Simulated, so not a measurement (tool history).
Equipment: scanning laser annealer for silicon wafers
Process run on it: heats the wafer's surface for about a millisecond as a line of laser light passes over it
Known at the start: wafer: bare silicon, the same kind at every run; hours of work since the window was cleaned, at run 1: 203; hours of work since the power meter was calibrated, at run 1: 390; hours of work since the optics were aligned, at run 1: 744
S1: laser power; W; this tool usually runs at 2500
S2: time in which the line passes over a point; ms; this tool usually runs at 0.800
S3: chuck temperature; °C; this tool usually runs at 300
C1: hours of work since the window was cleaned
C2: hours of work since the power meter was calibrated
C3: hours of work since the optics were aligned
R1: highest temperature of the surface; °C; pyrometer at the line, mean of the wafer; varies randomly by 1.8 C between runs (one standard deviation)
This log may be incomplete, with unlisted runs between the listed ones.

run 1 hour=0.0 | S1=2500 S2=0.800 S3=300 | C1=203 C2=390 C3=744 | R1=1026
run 2 hour=29.2 | S1=2500 S2=0.700 S3=300 | C1=216 C2=403 C3=757 | R1=981
run 3 hour=63.0 | S1=2500 S2=0.800 S3=304 | C1=232 C2=419 C3=773 | R1=1031
run 4 hour=117.7 | S1=2682 S2=0.800 S3=304 | C1=257 C2=444 C3=798 | R1=1089
run 5 hour=150.6 | S1=2682 S2=0.800 S3=304 | C1=272 C2=459 C3=813 | R1=1091
run 6 hour=176.4 | S1=2682 S2=0.800 S3=304 | C1=284 C2=471 C3=825 | R1=1086
run 7 hour=225.0 | S1=2500 S2=0.800 S3=300 | C1=306 C2=493 C3=847 | R1=1022
run 8 hour=252.5 | S1=2500 S2=0.800 S3=305 | C1=319 C2=506 C3=860 | R1=1024
run 9 hour=306.7 | S1=2500 S2=0.800 S3=305 | C1=344 C2=530 C3=884 | R1=1026
run 10 hour=356.9 | S1=2500 S2=0.800 S3=305 | C1=367 C2=554 C3=907 | R1=1023
run 11 hour=405.6 | S1=2500 S2=0.800 S3=305 | C1=389 C2=576 C3=930 | R1=1027
run 12 hour=443.4 | S1=2500 S2=0.800 S3=328 | C1=406 C2=593 C3=947 | R1=1047
run 13 hour=481.8 | S1=2500 S2=0.800 S3=328 | C1=424 C2=611 C3=965 | R1=1044
run 14 hour=516.0 | S1=2402 S2=0.800 S3=300 | C1=440 C2=626 C3=980 | R1=984
run 15 hour=565.6 | S1=2402 S2=0.800 S3=300 | C1=462 C2=649 C3=1003 | R1=981
run 16 hour=619.8 | S1=2402 S2=0.800 S3=300 | C1=487 C2=674 C3=1028 | R1=982
run 17 hour=667.5 | S1=2500 S2=0.800 S3=319 | C1=509 C2=696 C3=1050 | R1=1030
run 18 hour=709.2 | S1=2500 S2=0.800 S3=319 | C1=528 C2=715 C3=1069 | R1=1030
run 19 hour=766.3 | S1=2500 S2=0.800 S3=294 | C1=554 C2=741 C3=1095 | R1=1004
run 20 hour=796.7 | S1=2500 S2=0.800 S3=300 | C1=568 C2=755 C3=1109 | R1=1011
run 21 hour=830.1 | S1=2500 S2=0.800 S3=300 | C1=584 C2=771 C3=1125 | R1=1010
run 22 hour=859.8 | S1=2389 S2=0.800 S3=300 | C1=597 C2=784 C3=1138 | R1=974
run 23 hour=894.0 | S1=2193 S2=0.800 S3=303 | C1=613 C2=800 C3=1154 | R1=914
run 24 hour=928.9 | S1=2193 S2=0.800 S3=303 | C1=629 C2=816 C3=1170 | R1=912
run 25 hour=965.0 | S1=2282 S2=0.638 S3=309 | C1=646 C2=832 C3=1186 | R1=881
-- hour=973.4 optics aligned, line set to its width
run 26 hour=1005.6 | S1=2282 S2=0.706 S3=309 | C1=662 C2=849 C3=15 | R1=924
run 27 hour=1037.9 | S1=2282 S2=0.706 S3=309 | C1=677 C2=864 C3=30 | R1=923
run 28 hour=1075.4 | S1=2282 S2=0.706 S3=309 | C1=694 C2=881 C3=47 | R1=924
run 29 hour=1114.7 | S1=2282 S2=0.706 S3=309 | C1=712 C2=899 C3=65 | R1=920
run 30 hour=1161.2 | S1=2304 S2=0.838 S3=323 | C1=733 C2=920 C3=86 | R1=997
run 31 hour=1202.4 | S1=2454 S2=0.803 S3=279 | C1=752 C2=939 C3=105 | R1=987
run 32 hour=1258.6 | S1=2454 S2=0.803 S3=279 | C1=778 C2=965 C3=131 | R1=983
-- hour=1295.3 window over the wafer cleaned
run 33 hour=1315.1 | S1=2533 S2=0.690 S3=300 | C1=9 C2=990 C3=156 | R1=1004
run 34 hour=1371.6 | S1=2672 S2=0.598 S3=273 | C1=35 C2=1016 C3=182 | R1=973
run 35 hour=1411.6 | S1=2672 S2=0.598 S3=273 | C1=53 C2=1034 C3=200 | R1=975
run 36 hour=1456.5 | S1=2160 S2=0.649 S3=273 | C1=74 C2=1055 C3=221 | R1=841
run 37 hour=1511.1 | S1=2160 S2=0.649 S3=273 | C1=99 C2=1080 C3=246 | R1=841
run 38 hour=1545.6 | S1=2700 S2=0.924 S3=284 | C1=115 C2=1096 C3=262 | R1=1150
run 39 hour=1602.5 | S1=2486 S2=0.826 S3=318 | C1=141 C2=1122 C3=288 | R1=1064
run 40 hour=1635.1 | S1=2347 S2=0.826 S3=318 | C1=156 C2=1137 C3=303 | R1=1013

Predict each of these 3 candidate next runs independently; none follows another, all start after run 40:
run A hour=1659.7 | S1=2500 S2=0.585 S3=288 | C1=167 C2=1148 C3=314 | R1=?
run B hour=1659.7 | S1=2290 S2=0.800 S3=313 | C1=167 C2=1148 C3=314 | R1=?
run C hour=1659.7 | S1=2347 S2=0.807 S3=306 | C1=167 C2=1148 C3=314 | R1=?

run=A R1=925
run=B R1=981
run=C R1=996
Take away the tool's hidden state, keep each run's random variation, and the runs would have read:
run=A R1=933
run=B R1=989
run=C R1=1005

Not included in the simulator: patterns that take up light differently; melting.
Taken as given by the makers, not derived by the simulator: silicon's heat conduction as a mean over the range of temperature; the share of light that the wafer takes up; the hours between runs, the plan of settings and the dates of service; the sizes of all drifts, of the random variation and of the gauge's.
